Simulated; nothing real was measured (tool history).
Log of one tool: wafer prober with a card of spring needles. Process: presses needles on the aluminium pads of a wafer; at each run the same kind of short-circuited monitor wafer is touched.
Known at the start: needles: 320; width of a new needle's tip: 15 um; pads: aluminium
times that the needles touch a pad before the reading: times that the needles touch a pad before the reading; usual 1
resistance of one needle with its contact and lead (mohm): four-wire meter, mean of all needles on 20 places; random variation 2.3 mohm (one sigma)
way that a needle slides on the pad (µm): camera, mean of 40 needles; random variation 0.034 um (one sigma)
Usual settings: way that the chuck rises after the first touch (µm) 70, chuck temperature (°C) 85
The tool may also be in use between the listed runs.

run   hour  way that the chuck rises after the first touch (µm)  chuck temperature (°C)  times that the needles touch a pad before the reading  resistance of one needle with its contact and lead (mohm)  way that a needle slides on the pad (µm)
  1    0.0                                                   70                      85                                                      1                                                        252                                     15.28
       4.9  -- tips cleaned on abrasive film
  2    6.9                                                   70                      85                                                      1                                                        256                                     15.26
      11.5  -- tips cleaned on abrasive film
  3   14.6                                                   70                      85                                                      1                                                        254                                     15.16
      17.7  -- tips cleaned on abrasive film
      24.0  -- tips cleaned on abrasive film
  4   26.0                                                   70                      85                                                      1                                                        254                                     15.25
      30.9  -- tips cleaned on abrasive film
      36.6  -- tips cleaned on abrasive film
  5   40.2                                                   70                      85                                                      1                                                        256                                     15.15
      43.1  -- tips cleaned on abrasive film
      49.2  -- tips cleaned on abrasive film
  6   51.4                                                   70                      85                                                      1                                                        257                                     15.17
      55.3  -- tips cleaned on abrasive film
      61.2  -- tips cleaned on abrasive film
  7   62.0                                                   82                      85                                                      1                                                        250                                     17.81
      67.0  -- tips cleaned on abrasive film
  8   69.1                                                   82                      85                                                      1                                                        251                                     17.73
      73.4  -- tips cleaned on abrasive film
  9   76.4                                                   82                      85                                                      1                                                        250                                     17.70
      79.2  -- tips cleaned on abrasive film
 10   82.8                                                   82                      85                                                      1                                                        256                                     17.75
      84.9  -- tips cleaned on abrasive film
 11   90.3                                                   82                      85                                                      1                                                        248                                     17.73
      91.4  -- tips cleaned on abrasive film
      97.5  -- tips cleaned on abrasive film
     103.5  -- tips cleaned on abrasive film
 12  104.8                                                   78                      83                                                      1                                                        250                                     16.85
     110.2  -- tips cleaned on abrasive film
     116.0  -- tips cleaned on abrasive film
 13  118.9                                                   78                      83                                                      1                                                        254                                     16.86
     122.3  -- tips cleaned on abrasive film
     128.2  -- tips cleaned on abrasive film
 14  128.2                                                   55                      44                                                      1                                                        247                                     11.85
     133.9  -- tips cleaned on abrasive film
 15  134.9                                                   55                      44                                                      1                                                        244                                     11.87
     139.5  -- tips cleaned on abrasive film
     146.1  -- tips cleaned on abrasive film
 16  146.8                                                   55                      44                                                      1                                                        252                                     11.86
     152.1  -- tips cleaned on abrasive film
 17  153.4                                                   55                      44                                                      1                                                        248                                     11.85
     158.4  -- tips cleaned on abrasive film
 18  162.6                                                   89                      68                                                      1                                                        244                                     19.13
     164.4  -- tips cleaned on abrasive film
     171.0  -- tips cleaned on abrasive film
 19  175.9                                                   53                     113                                                      3                                                        271                                     11.37
     177.0  -- tips cleaned on abrasive film
     182.8  -- tips cleaned on abrasive film
     189.3  -- tips cleaned on abrasive film
 20  190.7                                                   63                     113                                                      1                                                        262                                     13.51
     196.2  -- tips cleaned on abrasive film
 21  198.6                                                   58                      61                                                      1                                                        252                                     12.43
     201.9  -- tips cleaned on abrasive film
     208.0  -- tips cleaned on abrasive film
 22  210.5                                                   59                      44                                                      2                                                        247                                     12.66

4 ways to go on from here, each from the tool as it stands after run 22. What would each give?
     213.8  -- tips cleaned on abrasive film
     219.9  -- tips cleaned on abrasive film
  A  223.7                                                   51                      35                                                      1                                                          ?                                         ?
     213.8  -- tips cleaned on abrasive film
     219.9  -- tips cleaned on abrasive film
  B  223.7                                                   67                      45                                                      1                                                          ?                                         ?
     213.8  -- tips cleaned on abrasive film
     219.9  -- tips cleaned on abrasive film
  C  223.7                                                   68                      85                                                      2                                                          ?                                         ?
     213.8  -- tips cleaned on abrasive film
     219.9  -- tips cleaned on abrasive film
  D  223.7                                                   81                      33                                                      2                                                          ?                                         ?

run  resistance of one needle with its contact and lead (mohm)  way that a needle slides on the pad (µm)
  A                                                        253                                     10.90
  B                                                        241                                     14.37
  C                                                        260                                     14.57
  D                                                        234                                     17.31
Without the tool's hidden state the same runs would have given:
run  resistance of one needle with its contact and lead (mohm)  way that a needle slides on the pad (µm)
  A                                                        252                                     11.10
  B                                                        240                                     14.63
  C                                                        260                                     14.84
  D                                                        234                                     17.63

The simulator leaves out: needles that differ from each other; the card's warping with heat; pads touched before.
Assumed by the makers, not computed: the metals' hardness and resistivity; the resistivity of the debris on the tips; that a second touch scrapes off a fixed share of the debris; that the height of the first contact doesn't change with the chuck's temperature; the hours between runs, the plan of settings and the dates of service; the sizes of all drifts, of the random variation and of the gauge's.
